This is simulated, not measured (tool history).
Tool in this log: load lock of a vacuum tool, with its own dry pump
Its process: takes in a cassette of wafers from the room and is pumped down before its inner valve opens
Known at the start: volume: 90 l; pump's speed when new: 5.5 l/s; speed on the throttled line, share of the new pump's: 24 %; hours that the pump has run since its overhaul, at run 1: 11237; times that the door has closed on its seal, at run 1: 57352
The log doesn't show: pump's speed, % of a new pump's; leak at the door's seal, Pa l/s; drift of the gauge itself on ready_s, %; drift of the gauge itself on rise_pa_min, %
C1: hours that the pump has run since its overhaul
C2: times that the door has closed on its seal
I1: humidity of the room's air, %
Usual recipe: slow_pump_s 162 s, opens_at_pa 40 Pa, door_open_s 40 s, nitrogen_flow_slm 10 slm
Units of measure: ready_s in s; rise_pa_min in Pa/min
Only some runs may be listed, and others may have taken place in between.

run 1 hour=0.0 | slow_pump_s=162 opens_at_pa=40 door_open_s=40 nitrogen_flow_slm=10 | C1=11237 C2=57352 | I1=40.1 | ready_s=263.9 rise_pa_min=0.407
run 2 hour=212.0 | slow_pump_s=162 opens_at_pa=40 door_open_s=40 nitrogen_flow_slm=10 | C1=11449 C2=58314 | I1=45.6 | ready_s=264.6 rise_pa_min=0.416
run 3 hour=705.7 | slow_pump_s=162 opens_at_pa=40 door_open_s=40 nitrogen_flow_slm=5 | C1=11943 C2=60555 | I1=46.8 | ready_s=268.3 rise_pa_min=0.444
run 4 hour=937.3 | slow_pump_s=162 opens_at_pa=40 door_open_s=93 nitrogen_flow_slm=10 | C1=12174 C2=61605 | I1=45.2 | ready_s=266.9 rise_pa_min=0.469
run 5 hour=1158.2 | slow_pump_s=267 opens_at_pa=40 door_open_s=40 nitrogen_flow_slm=10 | C1=12395 C2=62608 | I1=42.4 | ready_s=339.4 rise_pa_min=0.463
run 6 hour=1627.3 | slow_pump_s=162 opens_at_pa=40 door_open_s=40 nitrogen_flow_slm=10 | C1=12864 C2=64737 | I1=45.1 | ready_s=268.8 rise_pa_min=0.488
-- hour=1716.8 door's seal changed, seat wiped
run 7 hour=2136.1 | slow_pump_s=162 opens_at_pa=40 door_open_s=40 nitrogen_flow_slm=10 | C1=13371 C2=1903 | I1=41.3 | ready_s=269.3 rise_pa_min=0.024
run 8 hour=2646.8 | slow_pump_s=172 opens_at_pa=40 door_open_s=40 nitrogen_flow_slm=10 | C1=13882 C2=4220 | I1=47.4 | ready_s=274.1 rise_pa_min=0.032
run 9 hour=2929.0 | slow_pump_s=172 opens_at_pa=40 door_open_s=40 nitrogen_flow_slm=10 | C1=14164 C2=5501 | I1=46.1 | ready_s=276.7 rise_pa_min=0.031
run 10 hour=3205.3 | slow_pump_s=162 opens_at_pa=40 door_open_s=40 nitrogen_flow_slm=10 | C1=14441 C2=6755 | I1=46.0 | ready_s=267.6 rise_pa_min=0.036
run 11 hour=3533.5 | slow_pump_s=162 opens_at_pa=40 door_open_s=40 nitrogen_flow_slm=10 | C1=14769 C2=8244 | I1=44.0 | ready_s=272.7 rise_pa_min=0.042
run 12 hour=4021.9 | slow_pump_s=162 opens_at_pa=40 door_open_s=40 nitrogen_flow_slm=10 | C1=15257 C2=10460 | I1=46.5 | ready_s=269.9 rise_pa_min=0.050
run 13 hour=4360.5 | slow_pump_s=162 opens_at_pa=40 door_open_s=40 nitrogen_flow_slm=10 | C1=15596 C2=11997 | I1=42.8 | ready_s=274.0 rise_pa_min=0.052
run 14 hour=4776.7 | slow_pump_s=262 opens_at_pa=40 door_open_s=40 nitrogen_flow_slm=10 | C1=16012 C2=13886 | I1=44.8 | ready_s=340.3 rise_pa_min=0.063
run 15 hour=5123.0 | slow_pump_s=85 opens_at_pa=40 door_open_s=40 nitrogen_flow_slm=10 | C1=16358 C2=15457 | I1=43.0 | ready_s=217.1 rise_pa_min=0.067
run 16 hour=5362.5 | slow_pump_s=85 opens_at_pa=40 door_open_s=40 nitrogen_flow_slm=10 | C1=16598 C2=16544 | I1=44.9 | ready_s=219.1 rise_pa_min=0.071
run 17 hour=5773.9 | slow_pump_s=85 opens_at_pa=40 door_open_s=40 nitrogen_flow_slm=10 | C1=17009 C2=18411 | I1=41.8 | ready_s=219.0 rise_pa_min=0.086
run 18 hour=6108.9 | slow_pump_s=86 opens_at_pa=74 door_open_s=187 nitrogen_flow_slm=7 | C1=17344 C2=19931 | I1=46.0 | ready_s=207.7 rise_pa_min=0.114
run 19 hour=6513.9 | slow_pump_s=270 opens_at_pa=74 door_open_s=187 nitrogen_flow_slm=7 | C1=17749 C2=21769 | I1=47.2 | ready_s=336.0 rise_pa_min=0.127
run 20 hour=7034.1 | slow_pump_s=105 opens_at_pa=48 door_open_s=40 nitrogen_flow_slm=10 | C1=18269 C2=24129 | I1=46.4 | ready_s=232.7 rise_pa_min=0.114
run 21 hour=7559.4 | slow_pump_s=105 opens_at_pa=48 door_open_s=40 nitrogen_flow_slm=10 | C1=18795 C2=26513 | I1=43.0 | ready_s=235.0 rise_pa_min=0.127
run 22 hour=7857.2 | slow_pump_s=105 opens_at_pa=48 door_open_s=40 nitrogen_flow_slm=10 | C1=19093 C2=27865 | I1=42.2 | ready_s=235.7 rise_pa_min=0.134
run 23 hour=8271.9 | slow_pump_s=211 opens_at_pa=40 door_open_s=121 nitrogen_flow_slm=10 | C1=19507 C2=29746 | I1=45.4 | ready_s=310.9 rise_pa_min=0.157
run 24 hour=8484.8 | slow_pump_s=162 opens_at_pa=79 door_open_s=148 nitrogen_flow_slm=23 | C1=19720 C2=30713 | I1=43.1 | ready_s=263.3 rise_pa_min=0.167
run 25 hour=8978.5 | slow_pump_s=162 opens_at_pa=79 door_open_s=148 nitrogen_flow_slm=23 | C1=20214 C2=32953 | I1=44.3 | ready_s=262.8 rise_pa_min=0.173
run 26 hour=9241.1 | slow_pump_s=190 opens_at_pa=60 door_open_s=115 nitrogen_flow_slm=6 | C1=20477 C2=34145 | I1=46.6 | ready_s=291.0 rise_pa_min=0.194
run 27 hour=9496.8 | slow_pump_s=190 opens_at_pa=35 door_open_s=115 nitrogen_flow_slm=6 | C1=20732 C2=35305 | I1=44.8 | ready_s=304.8 rise_pa_min=0.202
run 28 hour=9836.8 | slow_pump_s=162 opens_at_pa=54 door_open_s=33 nitrogen_flow_slm=16 | C1=21072 C2=36848 | I1=46.7 | ready_s=272.6 rise_pa_min=0.198

What if the next run were any one of these 3? Each begins from the tool's condition after run 28:
run A hour=10188.9 | slow_pump_s=127 opens_at_pa=50 door_open_s=40 nitrogen_flow_slm=44 | C1=21424 C2=38446 | I1=46.5 | ready_s=? rise_pa_min=?
run B hour=10188.9 | slow_pump_s=153 opens_at_pa=40 door_open_s=40 nitrogen_flow_slm=10 | C1=21424 C2=38446 | I1=42.2 | ready_s=? rise_pa_min=?
run C hour=10188.9 | slow_pump_s=162 opens_at_pa=32 door_open_s=116 nitrogen_flow_slm=10 | C1=21424 C2=38446 | I1=44.0 | ready_s=? rise_pa_min=?

run=A ready_s=253.8 rise_pa_min=0.208
run=B ready_s=277.0 rise_pa_min=0.215
run=C ready_s=286.7 rise_pa_min=0.231
Had the tool no hidden state, the same runs would have come out as:
run=A ready_s=221.1 rise_pa_min=0.005
run=B ready_s=245.2 rise_pa_min=0.014
run=C ready_s=254.4 rise_pa_min=0.028
